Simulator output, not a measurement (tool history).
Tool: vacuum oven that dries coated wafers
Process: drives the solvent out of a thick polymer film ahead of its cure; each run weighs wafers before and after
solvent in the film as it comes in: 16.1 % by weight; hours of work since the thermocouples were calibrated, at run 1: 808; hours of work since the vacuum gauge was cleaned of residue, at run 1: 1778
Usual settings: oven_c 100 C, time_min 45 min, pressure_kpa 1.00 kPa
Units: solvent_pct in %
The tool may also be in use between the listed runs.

run	hour	oven_c	time_min	pressure_kpa	hours of work since the thermocouples were calibrated	hours of work since the vacuum gauge was cleaned of residue	solvent_pct
1	0.0	100	45	1.00	808	1778	3.67
2	98.1	100	45	1.00	876	1846	3.68
3	174.3	100	45	1.00	928	1899	3.77
4	269.4	100	45	1.00	994	1964	3.77
5	375.0	100	45	1.00	1067	2037	3.76
6	436.9	100	45	1.00	1110	2080	3.77
7	482.8	100	45	1.18	1142	2112	3.87
8	589.5	100	45	1.18	1216	2186	3.85
9	670.4	100	45	1.18	1272	2242	3.87
10	722.2	100	24	1.00	1308	2278	6.69
# hour 747.8: oven's thermocouples calibrated
11	786.4	100	45	2.22	27	2321	4.50
12	895.4	100	73	2.22	102	2396	2.72
13	960.0	100	45	0.62	147	2441	3.66
14	1048.7	100	45	1.00	208	2502	3.90
15	1093.4	100	45	1.00	239	2533	3.91
16	1187.1	100	45	1.00	304	2598	3.89
17	1256.6	109	45	1.00	352	2646	2.28
# hour 1285.6: oven's thermocouples calibrated, once more
18	1362.5	100	45	1.00	53	2718	3.54
19	1457.2	100	45	1.00	119	2784	3.58
20	1541.8	100	45	1.00	177	2842	3.63
21	1597.8	100	45	1.00	216	2881	3.65
22	1669.0	100	45	1.00	265	2930	3.64
23	1756.7	100	45	1.00	326	2991	3.63
24	1821.8	100	45	1.00	371	3036	3.54
25	1866.7	107	53	1.00	402	3067	1.74
26	1913.0	107	53	1.00	434	3099	1.79
27	1974.2	101	47	0.60	477	3141	3.03
28	2019.4	94	33	1.18	508	3173	6.48
# hour 2064.5: vacuum gauge cleaned of residue and calibrated
29	2121.5	107	44	1.15	578	40	2.42
30	2199.3	107	44	1.15	631	93	2.35
31	2269.7	100	71	3.19	680	142	3.04
32	2328.4	110	45	1.00	721	183	1.77
33	2409.0	112	52	3.76	776	238	2.13
34	2484.3	112	52	3.76	829	291	2.18
35	2546.5	106	45	1.00	872	334	2.48
36	2608.4	100	61	0.68	914	376	2.25
37	2662.1	100	45	1.23	952	414	3.70
38	2723.0	99	79	0.74	994	456	1.68
39	2820.0	114	79	0.74	1061	523	0.42
40	2909.2	97	70	1.00	1123	585	2.53
41	2988.3	91	22	3.35	1177	639	9.83
42	3036.7	102	65	1.00	1211	673	1.94
43	3105.5	106	33	1.49	1258	720	3.94
44	3160.0	106	33	1.49	1296	758	4.06
# hour 3201.2: oven's thermocouples calibrated
45	3225.7	106	33	1.58	17	802	3.58
46	3323.3	103	37	1.45	84	870	3.73
47	3401.8	103	37	1.45	139	924	3.80

How the hidden state differs across the entries between the runs, from the last listed run before each to the first after it:
Between runs 10 and 11: oven's thermocouples calibrated (hour 747.8)
  true wafer temperature over the reading, C: -1.55 -> -1.97; true pressure over the reading, kPa: 0.237 -> 0.242
  measured less the result without the state, solvent_pct: +0.44 -> +0.56 %
Between runs 17 and 18: oven's thermocouples calibrated, once more (hour 1285.6)
  true wafer temperature over the reading, C: -2.33 -> -0.25; true pressure over the reading, kPa: 0.28 -> 0.288
  measured less the result without the state, solvent_pct: +0.47 -> +0.20 %
Between runs 28 and 29: vacuum gauge cleaned of residue and calibrated (hour 2064.5)
  true wafer temperature over the reading, C: -0.76 -> -0.85; true pressure over the reading, kPa: 0.339 -> 0.012
  measured less the result without the state, solvent_pct: +0.34 -> +0.15 %
Between runs 44 and 45: oven's thermocouples calibrated (hour 3201.2)
  true wafer temperature over the reading, C: -1.64 -> 0.4; true pressure over the reading, kPa: 0.091 -> 0.096
  measured less the result without the state, solvent_pct: +0.38 -> -0.05 %

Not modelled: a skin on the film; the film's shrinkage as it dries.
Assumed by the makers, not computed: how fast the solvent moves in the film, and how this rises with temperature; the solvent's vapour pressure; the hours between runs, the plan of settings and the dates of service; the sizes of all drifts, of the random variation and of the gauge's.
